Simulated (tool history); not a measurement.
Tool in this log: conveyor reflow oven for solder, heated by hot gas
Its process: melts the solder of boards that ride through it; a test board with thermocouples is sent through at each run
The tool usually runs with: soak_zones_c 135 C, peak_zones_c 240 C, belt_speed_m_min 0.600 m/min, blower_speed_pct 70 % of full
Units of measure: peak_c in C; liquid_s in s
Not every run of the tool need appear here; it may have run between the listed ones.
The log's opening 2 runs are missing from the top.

run	day	soak_zones_c	peak_zones_c	belt_speed_m_min	blower_speed_pct	hours of work since the flux was cleaned out	hours of work since the belt drive was overhauled	hours of work since the thermocouples were changed	peak_c	liquid_s
3	1.275	142	240	0.600	70	127	242	49	225.0	68.4
4	1.667	142	240	0.600	70	134	249	57	225.4	68.7
5	2.354	135	240	0.600	62	147	262	69	221.9	63.0
6	3.217	135	240	0.680	70	163	278	85	220.1	53.1
7	4.038	135	240	0.600	70	178	293	100	225.2	64.4
8	4.754	135	240	0.600	70	191	306	114	224.0	64.9
9	5.458	135	240	0.600	70	204	319	127	223.5	63.8
# day 5.808: flux residue cleaned out of gas plates and filters
10	6.596	135	240	0.600	70	15	336	144	225.5	66.0
11	7.379	124	240	0.600	70	29	351	158	224.2	61.6
12	7.788	135	240	0.600	70	36	358	166	225.6	65.5
13	8.488	135	240	0.600	70	49	371	179	225.4	65.7
14	9.067	135	240	0.600	70	60	382	189	225.7	66.4
15	9.508	135	240	0.600	70	68	390	197	225.6	66.3
16	10.221	126	248	0.575	63	81	403	211	231.3	70.0

Predict the results of run 17:
17	11.167	142	243	0.482	78	99	421	228	?	?

peak_c: 235.2 C
liquid_s: 92.7 s
On a tool with no hidden condition, and with the same random variation, this run would have come out at peak_c 235.2 C, liquid_s 91.6 s.
